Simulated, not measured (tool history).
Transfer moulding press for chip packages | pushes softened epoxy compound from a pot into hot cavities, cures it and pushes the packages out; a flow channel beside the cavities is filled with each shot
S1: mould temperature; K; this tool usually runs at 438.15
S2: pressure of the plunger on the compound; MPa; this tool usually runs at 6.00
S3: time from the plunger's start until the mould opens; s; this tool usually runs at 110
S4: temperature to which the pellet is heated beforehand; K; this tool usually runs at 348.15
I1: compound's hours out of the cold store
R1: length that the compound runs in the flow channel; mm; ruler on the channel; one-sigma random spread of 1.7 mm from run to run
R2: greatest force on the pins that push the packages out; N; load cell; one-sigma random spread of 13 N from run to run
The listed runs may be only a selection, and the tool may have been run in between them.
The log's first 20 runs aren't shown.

| run | hour | S1 | S2 | S3 | S4 | I1 | R1 | R2 |
|---|---|---|---|---|---|---|---|---|
|  | 156.5 | cavities cleaned with cleaning compound and waxed |
| 21 | 157.0 | 438.15 | 5.93 | 107 | 358.15 | 43.2 | 686 | 625 |
| 22 | 163.5 | 438.15 | 4.54 | 94 | 356.15 | 46.6 | 593 | 888 |
| 23 | 171.5 | 444.15 | 6.00 | 98 | 352.15 | 44.0 | 679 | 682 |
| 24 | 176.0 | 444.15 | 6.00 | 98 | 352.15 | 47.9 | 669 | 711 |
| 25 | 181.9 | 438.15 | 6.00 | 124 | 343.15 | 43.9 | 688 | 707 |
| 26 | 190.1 | 438.15 | 7.18 | 110 | 355.15 | 14.7 | 835 | 916 |
| 27 | 195.1 | 438.15 | 5.39 | 110 | 348.15 | 26.5 | 690 | 879 |
| 28 | 200.8 | 445.15 | 6.00 | 110 | 338.15 | 21.3 | 732 | 759 |

Estimate the outcome of run 29 from the log above:
|  | 204.1 | cavities cleaned with cleaning compound and waxed |
| 29 | 208.1 | 439.15 | 6.00 | 140 | 348.15 | 21.8 | ? | ? |

{"run 29": {"R1": 740, "R2": 505}}
Minus the tool's unlogged condition, the same run would have read R1 751 mm, R2 462 N.
